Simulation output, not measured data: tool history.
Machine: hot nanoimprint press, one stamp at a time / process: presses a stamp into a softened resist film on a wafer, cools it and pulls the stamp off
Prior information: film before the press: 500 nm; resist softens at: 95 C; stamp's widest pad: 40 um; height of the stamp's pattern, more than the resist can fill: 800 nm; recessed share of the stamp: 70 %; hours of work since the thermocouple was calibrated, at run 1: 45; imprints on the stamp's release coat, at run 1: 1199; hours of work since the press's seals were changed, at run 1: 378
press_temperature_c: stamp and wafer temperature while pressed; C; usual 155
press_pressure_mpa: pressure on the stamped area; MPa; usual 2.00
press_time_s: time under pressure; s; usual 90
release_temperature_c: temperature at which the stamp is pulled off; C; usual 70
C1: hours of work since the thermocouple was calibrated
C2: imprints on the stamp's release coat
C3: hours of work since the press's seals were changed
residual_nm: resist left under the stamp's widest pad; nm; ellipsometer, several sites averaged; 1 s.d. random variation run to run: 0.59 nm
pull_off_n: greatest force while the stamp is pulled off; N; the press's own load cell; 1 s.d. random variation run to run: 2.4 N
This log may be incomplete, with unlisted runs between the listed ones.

run 1 hour=0.0 | press_temperature_c=155 press_pressure_mpa=2.00 press_time_s=90 release_temperature_c=70 | C1=45 C2=1199 C3=378 | residual_nm=256.6 pull_off_n=112
run 2 hour=73.5 | press_temperature_c=155 press_pressure_mpa=2.00 press_time_s=90 release_temperature_c=70 | C1=89 C2=1500 C3=421 | residual_nm=257.1 pull_off_n=111
run 3 hour=127.1 | press_temperature_c=155 press_pressure_mpa=2.00 press_time_s=90 release_temperature_c=70 | C1=120 C2=1720 C3=453 | residual_nm=256.1 pull_off_n=111
run 4 hour=189.8 | press_temperature_c=155 press_pressure_mpa=2.00 press_time_s=90 release_temperature_c=70 | C1=157 C2=1977 C3=490 | residual_nm=256.9 pull_off_n=107
run 5 hour=239.6 | press_temperature_c=155 press_pressure_mpa=2.00 press_time_s=90 release_temperature_c=70 | C1=187 C2=2181 C3=519 | residual_nm=256.4 pull_off_n=111
-- hour=272.9 press's hydraulic seals changed and the load cell set to zero
run 6 hour=292.4 | press_temperature_c=155 press_pressure_mpa=2.00 press_time_s=90 release_temperature_c=69 | C1=213 C2=2364 C3=11 | residual_nm=257.2 pull_off_n=115
-- hour=310.2 stamp cleaned and given a new release coat
run 7 hour=331.3 | press_temperature_c=155 press_pressure_mpa=1.63 press_time_s=90 release_temperature_c=70 | C1=233 C2=87 C3=31 | residual_nm=277.8 pull_off_n=108
run 8 hour=376.6 | press_temperature_c=155 press_pressure_mpa=1.63 press_time_s=90 release_temperature_c=70 | C1=259 C2=273 C3=58 | residual_nm=277.5 pull_off_n=112

Expected results for the next run?
run 9 hour=411.0 | press_temperature_c=155 press_pressure_mpa=1.63 press_time_s=90 release_temperature_c=70 | C1=280 C2=413 C3=78 | residual_nm=? pull_off_n=?

residual_nm: 277.5 nm
pull_off_n: 110 N
Were there no unlogged condition in the tool, this run, its random variation unchanged, would have produced residual_nm 277.7 nm, pull_off_n 110 N.
